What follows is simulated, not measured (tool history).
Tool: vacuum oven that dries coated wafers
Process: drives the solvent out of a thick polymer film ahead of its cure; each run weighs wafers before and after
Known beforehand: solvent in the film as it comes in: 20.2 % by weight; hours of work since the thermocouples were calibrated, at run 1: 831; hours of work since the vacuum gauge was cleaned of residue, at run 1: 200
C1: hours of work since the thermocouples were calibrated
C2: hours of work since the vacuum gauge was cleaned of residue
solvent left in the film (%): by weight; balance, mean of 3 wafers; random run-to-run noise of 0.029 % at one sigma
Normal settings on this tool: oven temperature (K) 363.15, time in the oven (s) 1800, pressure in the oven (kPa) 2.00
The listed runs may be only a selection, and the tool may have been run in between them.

{"run": 1, "hour": 0.0, "oven temperature (K)": 363.15, "time in the oven (s)": 1800, "pressure in the oven (kPa)": 2.0, "C1": 831, "C2": 200, "solvent left in the film (%)": 2.68}
{"run": 2, "hour": 20.1, "oven temperature (K)": 363.15, "time in the oven (s)": 2460, "pressure in the oven (kPa)": 2.0, "C1": 846, "C2": 214, "solvent left in the film (%)": 1.55}
{"run": 3, "hour": 46.1, "oven temperature (K)": 363.15, "time in the oven (s)": 2460, "pressure in the oven (kPa)": 2.0, "C1": 865, "C2": 233, "solvent left in the film (%)": 1.53}
{"run": 4, "hour": 60.5, "oven temperature (K)": 363.15, "time in the oven (s)": 2460, "pressure in the oven (kPa)": 2.0, "C1": 875, "C2": 244, "solvent left in the film (%)": 1.57}
{"run": 5, "hour": 91.5, "oven temperature (K)": 363.15, "time in the oven (s)": 1440, "pressure in the oven (kPa)": 2.0, "C1": 898, "C2": 266, "solvent left in the film (%)": 3.64}
{"run": 6, "hour": 115.8, "oven temperature (K)": 351.15, "time in the oven (s)": 1440, "pressure in the oven (kPa)": 2.0, "C1": 916, "C2": 284, "solvent left in the film (%)": 8.4}
{"run": 7, "hour": 135.9, "oven temperature (K)": 351.15, "time in the oven (s)": 1440, "pressure in the oven (kPa)": 2.0, "C1": 930, "C2": 299, "solvent left in the film (%)": 8.4}
{"run": 8, "hour": 159.8, "oven temperature (K)": 351.15, "time in the oven (s)": 1440, "pressure in the oven (kPa)": 2.0, "C1": 948, "C2": 316, "solvent left in the film (%)": 8.36}
{"run": 9, "hour": 184.6, "oven temperature (K)": 351.15, "time in the oven (s)": 1440, "pressure in the oven (kPa)": 2.0, "C1": 966, "C2": 334, "solvent left in the film (%)": 8.51}
{"run": 10, "hour": 201.8, "oven temperature (K)": 351.15, "time in the oven (s)": 1440, "pressure in the oven (kPa)": 2.0, "C1": 978, "C2": 347, "solvent left in the film (%)": 8.39}
{"run": 11, "hour": 214.9, "oven temperature (K)": 351.15, "time in the oven (s)": 1800, "pressure in the oven (kPa)": 2.0, "C1": 988, "C2": 356, "solvent left in the film (%)": 7.23}
{"run": 12, "hour": 241.8, "oven temperature (K)": 351.15, "time in the oven (s)": 1800, "pressure in the oven (kPa)": 2.0, "C1": 1008, "C2": 376, "solvent left in the film (%)": 7.05}
{"run": 13, "hour": 260.9, "oven temperature (K)": 351.15, "time in the oven (s)": 1800, "pressure in the oven (kPa)": 2.0, "C1": 1022, "C2": 390, "solvent left in the film (%)": 7.15}
{"run": 14, "hour": 274.9, "oven temperature (K)": 351.15, "time in the oven (s)": 1800, "pressure in the oven (kPa)": 1.82, "C1": 1032, "C2": 400, "solvent left in the film (%)": 7.2}
{"run": 15, "hour": 302.2, "oven temperature (K)": 363.15, "time in the oven (s)": 1800, "pressure in the oven (kPa)": 4.89, "C1": 1052, "C2": 420, "solvent left in the film (%)": 3.44}
{"run": 16, "hour": 329.9, "oven temperature (K)": 376.15, "time in the oven (s)": 1800, "pressure in the oven (kPa)": 2.09, "C1": 1072, "C2": 440, "solvent left in the film (%)": 0.53}
{"run": 17, "hour": 347.4, "oven temperature (K)": 376.15, "time in the oven (s)": 1800, "pressure in the oven (kPa)": 2.09, "C1": 1085, "C2": 453, "solvent left in the film (%)": 0.55}
{"run": 18, "hour": 366.4, "oven temperature (K)": 376.15, "time in the oven (s)": 1800, "pressure in the oven (kPa)": 2.09, "C1": 1098, "C2": 467, "solvent left in the film (%)": 0.53}
{"run": 19, "hour": 385.7, "oven temperature (K)": 368.15, "time in the oven (s)": 3060, "pressure in the oven (kPa)": 5.63, "C1": 1113, "C2": 481, "solvent left in the film (%)": 1.53}
{"run": 20, "hour": 408.3, "oven temperature (K)": 350.15, "time in the oven (s)": 2400, "pressure in the oven (kPa)": 6.26, "C1": 1129, "C2": 497, "solvent left in the film (%)": 7.6}
{"run": 21, "hour": 437.4, "oven temperature (K)": 359.15, "time in the oven (s)": 1800, "pressure in the oven (kPa)": 5.3, "C1": 1150, "C2": 519, "solvent left in the film (%)": 4.9}

Run 22 is up next; what results do you expect?
{"run": 22, "hour": 454.6, "oven temperature (K)": 366.15, "time in the oven (s)": 1800, "pressure in the oven (kPa)": 5.3, "C1": 1163, "C2": 531, "solvent left in the film (%)": "?"}

solvent left in the film (%): 2.64
Were there no unlogged condition in the tool, this run, its random variation unchanged, would have produced solvent left in the film (%) 2.66.

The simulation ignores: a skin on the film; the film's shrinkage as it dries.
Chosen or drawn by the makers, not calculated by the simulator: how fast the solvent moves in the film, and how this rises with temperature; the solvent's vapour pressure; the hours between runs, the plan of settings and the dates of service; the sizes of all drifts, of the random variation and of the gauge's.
